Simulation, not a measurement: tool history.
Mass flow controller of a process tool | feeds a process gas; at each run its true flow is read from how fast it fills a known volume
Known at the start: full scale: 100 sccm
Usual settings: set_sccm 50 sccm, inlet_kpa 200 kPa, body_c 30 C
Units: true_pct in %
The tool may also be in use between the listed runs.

run    hour  set_sccm  inlet_kpa  body_c  true_pct
  1       0        50        200      30    101.35
  2   331.9        50        200      32     101.6
  3   777.2        50        200      22     100.9
  4    1177        50        200      22    100.87
  5  1634.2        50        225      22    100.99
  6    2059        50        221      30    101.82
  7  2298.2        13        200      30    105.28
  8  2603.1        13        200      30    105.51
     2895.2  -- controller's zero set anew
  9  3022.2        50        200      30    102.43
 10  3423.6        50        200      30    102.52
 11  3844.6        50        200      30    102.72
 12  4109.9        50        200      30    102.75
 13  4375.2        20        227      36    106.24
     4577.2  -- controller's zero set anew, once more
 14  4813.1        22        227      36    100.79
 15    5194        23        187      20     99.62
 16  5479.6        23        187      20     99.65
 17  5846.5        50        164      29    100.89
 18  6154.3        19        247      29    100.65
 19  6583.1        60        247      37    101.79
 20  6993.2        34        200      25    100.76
 21  7260.4        58        200      37    102.13
 22  7548.7        29        249      37    101.71
 23  7986.6        29        245      37    101.79
 24  8288.8        29        245      37    101.95

4 ways to go on from here, each from the tool as it stands after run 24. What would each give?
  A  8704.8        52        196      26         ?
  B  8704.8        20        173      31         ?
  C  8704.8        50        273      27         ?
  D  8704.8        20        179      23         ?

run  true_pct
  A    101.26
  B    102.01
  C    101.33
  D    101.29
Without the tool's hidden state the same runs would have given:
run  true_pct
  A     99.03
  B     98.78
  C     99.07
  D     98.05

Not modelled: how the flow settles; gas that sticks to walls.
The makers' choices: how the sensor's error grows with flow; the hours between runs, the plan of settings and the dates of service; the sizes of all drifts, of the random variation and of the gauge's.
